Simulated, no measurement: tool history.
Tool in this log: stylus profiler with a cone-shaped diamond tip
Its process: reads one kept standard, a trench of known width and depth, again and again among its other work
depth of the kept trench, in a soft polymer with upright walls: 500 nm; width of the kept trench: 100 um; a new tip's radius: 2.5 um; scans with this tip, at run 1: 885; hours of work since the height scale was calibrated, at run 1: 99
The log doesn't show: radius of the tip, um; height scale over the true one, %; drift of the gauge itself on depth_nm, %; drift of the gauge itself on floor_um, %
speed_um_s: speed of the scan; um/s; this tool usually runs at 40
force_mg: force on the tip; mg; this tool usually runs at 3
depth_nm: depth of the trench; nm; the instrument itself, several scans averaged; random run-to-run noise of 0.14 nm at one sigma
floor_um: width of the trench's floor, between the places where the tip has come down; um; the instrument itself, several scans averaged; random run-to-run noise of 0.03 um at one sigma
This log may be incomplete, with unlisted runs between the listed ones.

| run | hour | speed_um_s | force_mg | scans with this tip | hours of work since the height scale was calibrated | depth_nm | floor_um |
|---|---|---|---|---|---|---|---|
| 1 | 0 | 40 | 3 | 885 | 99 | 509.33 | 96.75 |
| 2 | 23.6 | 40 | 3 | 997 | 111 | 509.47 | 96.71 |
| 3 | 44.1 | 40 | 3 | 1095 | 122 | 509.48 | 96.73 |
| 4 | 64 | 40 | 3 | 1190 | 133 | 509.11 | 96.72 |
| 5 | 98.2 | 40 | 3 | 1353 | 151 | 509.23 | 96.7 |
| 6 | 121.9 | 40 | 3 | 1467 | 164 | 509.07 | 96.74 |
| 7 | 158.3 | 40 | 3 | 1641 | 183 | 509.22 | 96.7 |
| 8 | 192.6 | 40 | 3 | 1804 | 201 | 509.23 | 96.73 |
| 9 | 211.1 | 40 | 3 | 1893 | 211 | 509.19 | 96.7 |
| 10 | 248.1 | 40 | 3 | 2070 | 231 | 509.08 | 96.68 |
| 11 | 281.9 | 40 | 3 | 2231 | 249 | 508.89 | 96.74 |
| 12 | 322.9 | 26 | 3 | 2427 | 270 | 509.11 | 96.76 |
| 13 | 351.5 | 26 | 3 | 2563 | 286 | 508.87 | 96.71 |
| 14 | 392.2 | 26 | 3 | 2758 | 307 | 508.84 | 96.77 |
| 15 | 426.7 | 40 | 3 | 2922 | 326 | 508.87 | 96.64 |
| 16 | 463.5 | 40 | 3 | 3098 | 345 | 509.02 | 96.66 |
| 17 | 484.1 | 40 | 3 | 3197 | 356 | 508.92 | 96.64 |
| 18 | 504.9 | 40 | 3.95 | 3296 | 367 | 511.09 | 96.69 |
| 19 | 541.3 | 40 | 7.3 | 3470 | 387 | 516.92 | 96.75 |
| 20 | 582.9 | 40 | 7.3 | 3668 | 409 | 516.67 | 96.73 |
| 21 | 616.8 | 40 | 7.3 | 3830 | 427 | 516.8 | 96.71 |
| 22 | 634.3 | 40 | 7.3 | 3914 | 436 | 516.89 | 96.72 |
| 23 | 651.4 | 40 | 7.3 | 3996 | 445 | 516.51 | 96.66 |
| 24 | 669.4 | 15 | 8.6 | 4082 | 455 | 518.75 | 96.74 |
| 25 | 689.9 | 41 | 3.62 | 4180 | 466 | 510.13 | 96.69 |
|  | 693.1 | height scale calibrated on a step standard |
| 26 | 725.3 | 20 | 1.16 | 4346 | 17 | 503.87 | 96.63 |
| 27 | 763.6 | 20 | 1.16 | 4529 | 38 | 503.89 | 96.67 |
| 28 | 784.5 | 43 | 2.33 | 4629 | 49 | 506.96 | 96.57 |
| 29 | 826.6 | 18 | 2.74 | 4830 | 71 | 507.7 | 96.76 |
|  | 839.9 | height scale calibrated on a step standard, once more |
| 30 | 854.3 | 18 | 2.66 | 4960 | 8 | 508.94 | 96.73 |
| 31 | 881.9 | 13 | 3 | 5092 | 22 | 509.59 | 96.69 |
| 32 | 916.9 | 13 | 3 | 5259 | 41 | 509.64 | 96.76 |
| 33 | 951.2 | 11 | 3 | 5423 | 59 | 509.69 | 96.76 |
| 34 | 990.5 | 10 | 2.29 | 5610 | 80 | 508.01 | 96.7 |
| 35 | 1019.6 | 40 | 1.61 | 5749 | 96 | 506.11 | 96.52 |
| 36 | 1056.2 | 40 | 1.61 | 5924 | 115 | 506.22 | 96.47 |
| 37 | 1075.4 | 12 | 1.2 | 6016 | 125 | 505.31 | 96.64 |
| 38 | 1105.9 | 34 | 8.62 | 6162 | 142 | 519.66 | 96.66 |
| 39 | 1123.5 | 34 | 8.62 | 6246 | 151 | 519.42 | 96.64 |
| 40 | 1148.8 | 119 | 1.76 | 6366 | 164 | 506.6 | 96.06 |
| 41 | 1183.3 | 134 | 1.64 | 6531 | 183 | 506.06 | 96 |
| 42 | 1200.7 | 57 | 2.35 | 6614 | 192 | 507.98 | 96.42 |
| 43 | 1224 | 146 | 4.2 | 6726 | 204 | 511.91 | 96.24 |
| 44 | 1265.9 | 31 | 2.39 | 6926 | 227 | 508.2 | 96.5 |
| 45 | 1285.4 | 140 | 1.5 | 7019 | 237 | 505.64 | 95.84 |
| 46 | 1325.9 | 140 | 2.25 | 7212 | 259 | 507.76 | 95.95 |

4 options for the next run, each taken on its own from the tool as it stands now. Forecast them:
| A | 1358.8 | 140 | 1.15 | 7370 | 276 | ? | ? |
| B | 1358.8 | 26 | 5.97 | 7370 | 276 | ? | ? |
| C | 1358.8 | 30 | 1.08 | 7370 | 276 | ? | ? |
| D | 1358.8 | 68 | 3 | 7370 | 276 | ? | ? |

| run | depth_nm | floor_um |
|---|---|---|
| A | 504.62 | 95.76 |
| B | 515 | 96.6 |
| C | 504.57 | 96.47 |
| D | 509.25 | 96.42 |
With no hidden state in the tool, these same runs would have given:
| run | depth_nm | floor_um |
|---|---|---|
| A | 504.93 | 96.07 |
| B | 515.32 | 96.9 |
| C | 504.88 | 96.78 |
| D | 509.56 | 96.72 |
